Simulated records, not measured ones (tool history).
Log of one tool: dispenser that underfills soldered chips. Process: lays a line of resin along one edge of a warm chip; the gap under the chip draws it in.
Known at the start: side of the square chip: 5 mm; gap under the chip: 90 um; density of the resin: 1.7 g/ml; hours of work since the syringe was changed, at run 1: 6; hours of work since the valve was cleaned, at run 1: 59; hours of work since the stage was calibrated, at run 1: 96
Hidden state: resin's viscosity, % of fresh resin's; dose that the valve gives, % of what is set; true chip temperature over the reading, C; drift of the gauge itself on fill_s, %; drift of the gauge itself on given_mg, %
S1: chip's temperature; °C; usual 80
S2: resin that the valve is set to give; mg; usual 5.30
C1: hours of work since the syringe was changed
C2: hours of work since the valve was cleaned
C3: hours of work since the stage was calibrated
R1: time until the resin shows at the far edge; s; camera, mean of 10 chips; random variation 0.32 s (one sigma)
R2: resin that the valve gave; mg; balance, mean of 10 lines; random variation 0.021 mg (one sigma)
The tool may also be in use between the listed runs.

{"run": 1, "day": 0.0, "S1": 80, "S2": 5.3, "C1": 6, "C2": 59, "C3": 96, "R1": 16.4, "R2": 5.1}
{"day": 0.242, "done": "new syringe of resin"}
{"day": 0.333, "done": "dispensing valve cleaned and set on the balance"}
{"run": 2, "day": 0.383, "S1": 80, "S2": 6.13, "C1": 1, "C2": 1, "C3": 101, "R1": 12.1, "R2": 6.12}
{"run": 3, "day": 0.667, "S1": 80, "S2": 5.3, "C1": 6, "C2": 5, "C3": 105, "R1": 15.9, "R2": 5.26}
{"run": 4, "day": 0.875, "S1": 88, "S2": 5.3, "C1": 9, "C2": 8, "C3": 108, "R1": 14.2, "R2": 5.27}
{"day": 0.946, "done": "new syringe of resin"}
{"run": 5, "day": 1.171, "S1": 88, "S2": 5.3, "C1": 3, "C2": 12, "C3": 112, "R1": 9.9, "R2": 5.22}
{"run": 6, "day": 1.462, "S1": 88, "S2": 5.3, "C1": 8, "C2": 16, "C3": 117, "R1": 13.1, "R2": 5.27}
{"day": 1.592, "done": "new syringe of resin"}
{"run": 7, "day": 1.733, "S1": 80, "S2": 5.3, "C1": 2, "C2": 20, "C3": 120, "R1": 12.7, "R2": 5.21}
{"run": 8, "day": 1.896, "S1": 80, "S2": 5.3, "C1": 4, "C2": 23, "C3": 123, "R1": 15.1, "R2": 5.17}
{"run": 9, "day": 2.029, "S1": 80, "S2": 5.3, "C1": 6, "C2": 25, "C3": 125, "R1": 16.9, "R2": 5.25}
{"day": 2.238, "done": "new syringe of resin"}
{"run": 10, "day": 2.292, "S1": 80, "S2": 5.3, "C1": 1, "C2": 28, "C3": 128, "R1": 11.8, "R2": 5.23}
{"run": 11, "day": 2.454, "S1": 80, "S2": 5.97, "C1": 3, "C2": 31, "C3": 131, "R1": 13.6, "R2": 5.87}
{"run": 12, "day": 2.704, "S1": 80, "S2": 5.97, "C1": 7, "C2": 34, "C3": 134, "R1": 16.7, "R2": 5.87}
{"day": 2.883, "done": "new syringe of resin"}
{"run": 13, "day": 2.996, "S1": 80, "S2": 5.67, "C1": 2, "C2": 38, "C3": 139, "R1": 12.4, "R2": 5.54}
{"run": 14, "day": 3.308, "S1": 80, "S2": 5.3, "C1": 6, "C2": 43, "C3": 143, "R1": 17.1, "R2": 5.2}
{"day": 3.542, "done": "new syringe of resin"}
{"run": 15, "day": 3.546, "S1": 80, "S2": 5.3, "C1": 0, "C2": 46, "C3": 146, "R1": 11.0, "R2": 5.14}
{"run": 16, "day": 3.817, "S1": 80, "S2": 5.3, "C1": 4, "C2": 50, "C3": 150, "R1": 14.9, "R2": 5.2}
{"run": 17, "day": 3.958, "S1": 93, "S2": 5.3, "C1": 6, "C2": 52, "C3": 152, "R1": 10.0, "R2": 5.14}
{"run": 18, "day": 4.125, "S1": 93, "S2": 5.3, "C1": 9, "C2": 55, "C3": 155, "R1": 12.1, "R2": 5.12}
{"day": 4.188, "done": "new syringe of resin"}
{"run": 19, "day": 4.438, "S1": 68, "S2": 5.03, "C1": 4, "C2": 59, "C3": 159, "R1": 23.2, "R2": 4.87}
{"run": 20, "day": 4.629, "S1": 89, "S2": 5.3, "C1": 6, "C2": 62, "C3": 162, "R1": 12.3, "R2": 5.13}
{"day": 4.754, "done": "dispensing valve cleaned and set on the balance"}
{"day": 4.892, "done": "new syringe of resin"}
{"run": 21, "day": 4.946, "S1": 92, "S2": 5.03, "C1": 1, "C2": 3, "C3": 166, "R1": 7.4, "R2": 5.04}
{"run": 22, "day": 5.267, "S1": 74, "S2": 6.43, "C1": 6, "C2": 7, "C3": 171, "R1": 20.4, "R2": 6.45}
{"day": 5.533, "done": "new syringe of resin"}
{"run": 23, "day": 5.588, "S1": 67, "S2": 6.74, "C1": 1, "C2": 12, "C3": 175, "R1": 18.8, "R2": 6.72}
{"run": 24, "day": 5.85, "S1": 95, "S2": 6.76, "C1": 5, "C2": 16, "C3": 179, "R1": 7.8, "R2": 6.71}
{"run": 25, "day": 6.104, "S1": 95, "S2": 6.76, "C1": 8, "C2": 20, "C3": 183, "R1": 10.7, "R2": 6.72}
{"day": 6.204, "done": "new syringe of resin"}
{"run": 26, "day": 6.379, "S1": 95, "S2": 6.76, "C1": 3, "C2": 23, "C3": 187, "R1": 7.3, "R2": 6.69}
{"run": 27, "day": 6.617, "S1": 95, "S2": 6.76, "C1": 6, "C2": 27, "C3": 190, "R1": 9.3, "R2": 6.66}
{"day": 6.862, "done": "new syringe of resin"}
{"run": 28, "day": 6.862, "S1": 77, "S2": 6.32, "C1": 0, "C2": 30, "C3": 194, "R1": 11.8, "R2": 6.22}

Run 29 comes next. What will it give?
{"run": 29, "day": 7.138, "S1": 67, "S2": 5.35, "C1": 4, "C2": 34, "C3": 198, "R1": "?", "R2": "?"}

{"run 29": {"R1": 24.7, "R2": 5.27}}
Without the tool's hidden state the same run would have given R1 18.7 s, R2 5.35 mg.
